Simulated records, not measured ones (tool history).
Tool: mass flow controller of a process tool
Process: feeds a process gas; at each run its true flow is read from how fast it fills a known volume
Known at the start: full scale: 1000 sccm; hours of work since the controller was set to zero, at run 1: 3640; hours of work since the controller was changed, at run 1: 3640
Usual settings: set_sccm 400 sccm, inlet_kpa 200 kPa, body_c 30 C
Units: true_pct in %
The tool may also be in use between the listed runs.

run    hour  set_sccm  inlet_kpa  body_c  hours of work since the controller was set to zero  hours of work since the controller was changed  true_pct
  1       0       400        200      30                                                3640                                            3640     99.09
  2    74.7       400        200      30                                                3697                                            3697     98.91
  3   133.4       400        200      30                                                3743                                            3743     98.99
  4   203.6       747        200      30                                                3797                                            3797     99.65
  5   256.2       400        140      30                                                3837                                            3837     98.79
  6   352.4       400        187      30                                                3912                                            3912     99.06
  7   419.4       400        187      30                                                3963                                            3963     98.84
  8   489.9       400        187      30                                                4018                                            4018      98.9
  9     561       400        187      30                                                4073                                            4073     98.95
 10   678.2       400        187      30                                                4163                                            4163     99.03
 11   769.4       400        187      30                                                4234                                            4234     99.06
 12     864       400        187      31                                                4307                                            4307     99.05
 13   964.3       208        200      38                                                4384                                            4384     97.01
 14  1052.5       208        200      38                                                4452                                            4452      97.1
 15  1177.4       945        189      38                                                4548                                            4548     98.95
       1184  -- controller's zero set anew
 16  1233.4       945        189      38                                                  38                                            4591     98.79
 17  1356.7       945        189      38                                                 133                                            4686     98.75
 18  1469.9       331        278      33                                                 221                                            4774     98.31
 19  1525.6       331        259      38                                                 264                                            4817     97.54
 20  1616.9       102        200      27                                                 334                                            4887      94.7
 21    1704       257        165      25                                                 401                                            4954     98.37

4 ways to go on from here, each from the tool as it stands after run 21. What would each give?
  A  1791.8       413        200      35                                                 469                                            5022         ?
  B  1791.8       649        278      30                                                 469                                            5022         ?
  C  1791.8       400        204      27                                                 469                                            5022         ?
  D  1791.8       257        166      39                                                 469                                            5022         ?

run  true_pct
  A     98.14
  B     99.68
  C     99.23
  D      96.6
Without the tool's hidden state the same runs would have given:
run  true_pct
  A     98.55
  B     99.54
  C     99.69
  D     97.92

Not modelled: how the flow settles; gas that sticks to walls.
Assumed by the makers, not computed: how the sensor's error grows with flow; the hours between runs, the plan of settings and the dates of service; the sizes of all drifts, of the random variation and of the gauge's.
